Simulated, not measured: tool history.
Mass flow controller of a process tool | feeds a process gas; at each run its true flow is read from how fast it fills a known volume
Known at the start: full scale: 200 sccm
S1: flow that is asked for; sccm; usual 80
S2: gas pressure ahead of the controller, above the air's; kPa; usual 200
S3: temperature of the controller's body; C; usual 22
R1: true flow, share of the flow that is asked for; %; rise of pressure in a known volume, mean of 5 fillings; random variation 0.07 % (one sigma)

run,hour,S1,S2,S3,R1
1,0,80,200,22,98.25
2,65.1,80,200,22,98.39
3,159.6,80,200,26,98.16
4,270.7,80,200,26,98.24
5,344,80,200,26,98.4
6,423.3,80,200,26,98.25
7,487.7,80,200,26,98.38
8,575.6,80,200,26,98.53
9,682.4,80,200,26,98.48
10,766.5,80,200,26,98.49
11,822.1,80,200,26,98.54
12,906.5,80,200,26,98.67
13,954.6,73,182,26,98.24

The next listed run, before its measurement:
14,1052.8,73,182,26,?

{"run 14": {"R1": 98.43}}
Without the tool's hidden state the same run would have given R1 97.86 %.
